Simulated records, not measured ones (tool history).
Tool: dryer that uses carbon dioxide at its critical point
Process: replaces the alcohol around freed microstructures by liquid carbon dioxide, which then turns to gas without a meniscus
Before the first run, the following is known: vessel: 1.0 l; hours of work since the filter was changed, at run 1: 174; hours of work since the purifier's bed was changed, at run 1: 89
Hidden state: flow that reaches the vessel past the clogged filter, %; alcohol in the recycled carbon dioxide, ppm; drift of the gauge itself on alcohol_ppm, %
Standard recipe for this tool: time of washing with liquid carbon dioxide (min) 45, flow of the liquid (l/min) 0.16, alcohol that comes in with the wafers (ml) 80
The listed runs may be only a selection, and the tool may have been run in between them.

run,hour,time of washing with liquid carbon dioxide (min),flow of the liquid (l/min),alcohol that comes in with the wafers (ml),hours of work since the filter was changed,hours of work since the purifier's bed was changed,alcohol left in the vessel before it's heated (ppm by volume)
1,0,45,0.16,80,174,89,572
2,6.7,45,0.16,80,177,92,584
3,17.2,45,0.16,32,181,96,241
4,22.5,45,0.16,80,184,98,588
5,28.9,45,0.16,80,186,101,600
6,37.8,45,0.16,80,190,105,604
7,43.2,45,0.16,80,192,107,595
8,55.8,45,0.16,80,197,112,595
9,62.7,33,0.16,80,200,115,2257
10,67.8,45,0.16,80,202,117,634
11,79.9,45,0.155,80,207,122,731
12,90.8,45,0.226,80,212,127,107
13,98.1,45,0.226,80,215,130,107
14,103.8,45,0.16,62,217,132,515
15,114.3,45,0.16,62,222,137,501
16,126.8,45,0.163,80,227,142,601
17,136.3,45,0.163,80,231,146,581
18,147.5,45,0.163,80,235,150,624
19,159.9,40,0.163,64,241,155,865
20,165,65,0.122,94,243,158,486
21,177.2,62,0.177,62,248,163,57
22,183.3,62,0.134,62,250,165,268
23,194.6,34,0.163,34,255,170,888
24,202.4,34,0.163,34,258,173,922
25,208,34,0.163,34,260,175,905
26,218,45,0.133,33,265,179,654
27,230.2,45,0.16,37,270,185,335
28,239.2,45,0.16,37,273,188,355
29,247.8,28,0.263,34,277,192,319
30,253.7,55,0.204,62,279,194,68
31,264.8,44,0.154,53,284,199,648

Below are 5 alternative next runs, each starting from the tool's condition after run 31. Predict each:
A,272.3,45,0.109,50,287,202,?
B,272.3,59,0.154,53,287,202,?
C,272.3,44,0.221,53,287,202,?
D,272.3,44,0.117,53,287,202,?
E,272.3,34,0.204,47,287,202,?

run,alcohol left in the vessel before it's heated (ppm by volume)
A,1950
B,176
C,124
D,1798
E,554
Take away the tool's hidden state, keep each run's random variation, and the runs would have read:
run,alcohol left in the vessel before it's heated (ppm by volume)
A,1271
B,81
C,49
D,1152
E,302
